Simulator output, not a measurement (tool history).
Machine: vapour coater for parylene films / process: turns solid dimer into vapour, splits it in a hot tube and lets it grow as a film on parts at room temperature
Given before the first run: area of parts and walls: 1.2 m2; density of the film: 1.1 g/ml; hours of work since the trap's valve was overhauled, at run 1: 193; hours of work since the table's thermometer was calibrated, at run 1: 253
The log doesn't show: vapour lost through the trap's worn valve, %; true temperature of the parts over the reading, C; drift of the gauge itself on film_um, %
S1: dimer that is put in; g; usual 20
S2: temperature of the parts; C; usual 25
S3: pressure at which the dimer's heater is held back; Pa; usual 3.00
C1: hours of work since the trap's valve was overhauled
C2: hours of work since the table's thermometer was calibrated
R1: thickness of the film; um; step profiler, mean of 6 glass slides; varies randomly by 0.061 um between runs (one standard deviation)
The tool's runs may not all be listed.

run	hour	S1	S2	S3	C1	C2	R1
1	0.0	20	25	3.00	193	253	6.67
2	11.7	20	25	3.00	202	262	6.56
3	30.6	20	25	2.54	217	277	6.63
4	48.4	20	25	3.00	232	291	6.53
5	58.0	20	25	3.00	239	299	6.47
6	72.3	20	21	3.00	251	310	7.59
7	87.6	15	25	3.00	263	322	4.85
8	100.0	20	25	3.00	273	332	6.52
9	118.2	20	35	6.62	287	347	4.09
10	132.7	15	22	7.11	299	359	5.09

Run 11 comes next. What will it give?
11	144.8	15	22	7.11	309	368	?

R1: 5.08 um
With the hidden condition absent and the run-to-run variation left alone, this run would have shown R1 5.79 um.

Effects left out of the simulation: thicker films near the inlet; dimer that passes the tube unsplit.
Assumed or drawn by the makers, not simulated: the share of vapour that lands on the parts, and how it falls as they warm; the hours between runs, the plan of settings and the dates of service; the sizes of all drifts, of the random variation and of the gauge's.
